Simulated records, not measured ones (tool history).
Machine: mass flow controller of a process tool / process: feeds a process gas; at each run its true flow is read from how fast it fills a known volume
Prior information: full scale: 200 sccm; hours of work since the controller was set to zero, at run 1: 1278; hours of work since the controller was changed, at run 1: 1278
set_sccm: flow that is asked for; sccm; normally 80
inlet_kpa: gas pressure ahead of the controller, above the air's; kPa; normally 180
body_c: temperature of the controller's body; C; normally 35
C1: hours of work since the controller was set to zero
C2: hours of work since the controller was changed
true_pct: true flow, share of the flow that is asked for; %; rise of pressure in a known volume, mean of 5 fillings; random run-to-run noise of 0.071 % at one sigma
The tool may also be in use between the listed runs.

Run 1, hour 0.0: usual settings; C1 1278; C2 1278. Result: true_pct 99.02 %.
Run 2, hour 75.0: usual settings; C1 1302; C2 1302. Result: true_pct 98.94 %.
Run 3, hour 150.5: usual settings; C1 1326; C2 1326. Result: true_pct 98.92 %.
Run 4, hour 214.1: usual settings; C1 1347; C2 1347. Result: true_pct 99.02 %.
Run 5, hour 289.2: usual settings but inlet_kpa 186 kPa; C1 1371; C2 1371. Result: true_pct 99.01 %.
Run 6, hour 361.0: usual settings; C1 1393; C2 1393. Result: true_pct 98.94 %.
Run 7, hour 434.1: usual settings; C1 1417; C2 1417. Result: true_pct 99.08 %.
Run 8, hour 476.8: usual settings; C1 1430; C2 1430. Result: true_pct 99.03 %.
Run 9, hour 537.4: usual settings; C1 1450; C2 1450. Result: true_pct 98.92 %.
Run 10, hour 615.6: usual settings; C1 1475; C2 1475. Result: true_pct 98.76 %.
Run 11, hour 679.5: usual settings; C1 1495; C2 1495. Result: true_pct 98.90 %.
Run 12, hour 731.1: usual settings but set_sccm 33 sccm, inlet_kpa 223 kPa, body_c 28 C; C1 1512; C2 1512. Result: true_pct 98.20 %.
Run 13, hour 801.5: usual settings but set_sccm 33 sccm, inlet_kpa 223 kPa, body_c 28 C; C1 1534; C2 1534. Result: true_pct 98.19 %.
Run 14, hour 858.6: usual settings but inlet_kpa 146 kPa, body_c 33 C; C1 1552; C2 1552. Result: true_pct 98.78 %.
Run 15, hour 899.2: usual settings but set_sccm 53 sccm, inlet_kpa 152 kPa, body_c 38 C; C1 1565; C2 1565. Result: true_pct 98.23 %.
Run 16, hour 977.8: usual settings but set_sccm 53 sccm, inlet_kpa 152 kPa, body_c 38 C; C1 1590; C2 1590. Result: true_pct 98.29 %.
Run 17, hour 1016.3: usual settings but inlet_kpa 141 kPa; C1 1603; C2 1603. Result: true_pct 98.78 %.
Run 18, hour 1059.4: usual settings but set_sccm 86 sccm; C1 1617; C2 1617. Result: true_pct 98.88 %.
Run 19, hour 1120.3: usual settings but set_sccm 56 sccm, body_c 31 C; C1 1636; C2 1636. Result: true_pct 98.51 %.
Run 20, hour 1174.1: usual settings but set_sccm 21 sccm, inlet_kpa 198 kPa, body_c 28 C; C1 1653; C2 1653. Result: true_pct 97.23 %.
Run 21, hour 1243.8: usual settings but set_sccm 21 sccm, inlet_kpa 198 kPa, body_c 28 C; C1 1675; C2 1675. Result: true_pct 97.13 %.
Run 22, hour 1286.5: usual settings but set_sccm 59 sccm, inlet_kpa 156 kPa, body_c 24 C; C1 1689; C2 1689. Result: true_pct 98.82 %.

Predict each of these 5 candidate next runs independently; none follows another, all start after run 22:
Run A, hour 1340.4: usual settings but set_sccm 30 sccm, inlet_kpa 154 kPa, body_c 23 C; C1 1706; C2 1706. Result: true_pct ?.
Run B, hour 1340.4: usual settings but set_sccm 59 sccm, inlet_kpa 222 kPa, body_c 24 C; C1 1706; C2 1706. Result: true_pct ?.
Run C, hour 1340.4: usual settings but set_sccm 48 sccm, inlet_kpa 159 kPa, body_c 34 C; C1 1706; C2 1706. Result: true_pct ?.
Run D, hour 1340.4: usual settings but set_sccm 38 sccm, inlet_kpa 156 kPa, body_c 24 C; C1 1706; C2 1706. Result: true_pct ?.
Run E, hour 1340.4: usual settings but set_sccm 42 sccm, inlet_kpa 224 kPa, body_c 24 C; C1 1706; C2 1706. Result: true_pct ?.

run  true_pct
  A     97.83
  B     98.81
  C     98.23
  D     98.24
  E     98.50
Without the tool's hidden state the same runs would have given:
run  true_pct
  A     99.64
  B     99.81
  C     99.42
  D     99.70
  E     99.84

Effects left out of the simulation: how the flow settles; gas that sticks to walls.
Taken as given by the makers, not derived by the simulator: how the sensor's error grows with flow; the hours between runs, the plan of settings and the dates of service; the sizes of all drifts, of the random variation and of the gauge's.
